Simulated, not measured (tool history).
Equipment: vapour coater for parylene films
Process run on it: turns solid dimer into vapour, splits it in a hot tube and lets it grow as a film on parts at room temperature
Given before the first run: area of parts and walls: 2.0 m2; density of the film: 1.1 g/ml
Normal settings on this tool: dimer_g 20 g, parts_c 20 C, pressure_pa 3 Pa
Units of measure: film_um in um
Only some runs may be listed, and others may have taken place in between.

{"run": 1, "hour": 0.0, "dimer_g": 20, "parts_c": 20, "pressure_pa": 3, "film_um": 5.77}
{"run": 2, "hour": 21.6, "dimer_g": 20, "parts_c": 20, "pressure_pa": 3.26, "film_um": 5.75}
{"run": 3, "hour": 42.7, "dimer_g": 34, "parts_c": 20, "pressure_pa": 3, "film_um": 9.91}
{"hour": 67.3, "done": "trap's valve overhauled"}
{"run": 4, "hour": 67.9, "dimer_g": 34, "parts_c": 20, "pressure_pa": 3, "film_um": 10.4}
{"run": 5, "hour": 98.3, "dimer_g": 34, "parts_c": 20, "pressure_pa": 3, "film_um": 10.44}
{"run": 6, "hour": 116.6, "dimer_g": 34, "parts_c": 27, "pressure_pa": 3, "film_um": 9.01}
{"run": 7, "hour": 142.9, "dimer_g": 20, "parts_c": 20, "pressure_pa": 3.85, "film_um": 5.8}
{"run": 8, "hour": 163.5, "dimer_g": 20, "parts_c": 20, "pressure_pa": 3.85, "film_um": 5.81}
{"run": 9, "hour": 203.2, "dimer_g": 20, "parts_c": 13, "pressure_pa": 3.85, "film_um": 6.73}
{"run": 10, "hour": 233.0, "dimer_g": 20, "parts_c": 13, "pressure_pa": 3.85, "film_um": 6.68}
{"run": 11, "hour": 271.9, "dimer_g": 20, "parts_c": 13, "pressure_pa": 3.85, "film_um": 6.66}
{"run": 12, "hour": 315.5, "dimer_g": 20, "parts_c": 22, "pressure_pa": 3, "film_um": 5.76}
{"run": 13, "hour": 359.2, "dimer_g": 20, "parts_c": 22, "pressure_pa": 3, "film_um": 5.75}
{"run": 14, "hour": 396.5, "dimer_g": 20, "parts_c": 22, "pressure_pa": 3, "film_um": 5.73}
{"hour": 437.2, "done": "table's thermometer calibrated"}
{"run": 15, "hour": 437.2, "dimer_g": 20, "parts_c": 20, "pressure_pa": 8.06, "film_um": 5.07}
{"run": 16, "hour": 473.8, "dimer_g": 20, "parts_c": 20, "pressure_pa": 8.06, "film_um": 5.04}
{"run": 17, "hour": 517.7, "dimer_g": 20, "parts_c": 20, "pressure_pa": 6.33, "film_um": 5.28}
{"run": 18, "hour": 554.4, "dimer_g": 13, "parts_c": 20, "pressure_pa": 3, "film_um": 3.93}
{"run": 19, "hour": 596.9, "dimer_g": 20, "parts_c": 22, "pressure_pa": 3, "film_um": 5.78}
{"run": 20, "hour": 633.1, "dimer_g": 23, "parts_c": 20, "pressure_pa": 3, "film_um": 6.9}
{"run": 21, "hour": 655.5, "dimer_g": 23, "parts_c": 20, "pressure_pa": 3, "film_um": 6.82}
{"run": 22, "hour": 686.1, "dimer_g": 10, "parts_c": 14, "pressure_pa": 6.82, "film_um": 2.91}

For run 23, what comes out?
{"run": 23, "hour": 710.3, "dimer_g": 10, "parts_c": 14, "pressure_pa": 4.2, "film_um": "?"}

film_um: 3.19 um
Minus the tool's unlogged condition, the same run would have read film_um 3.36 um.
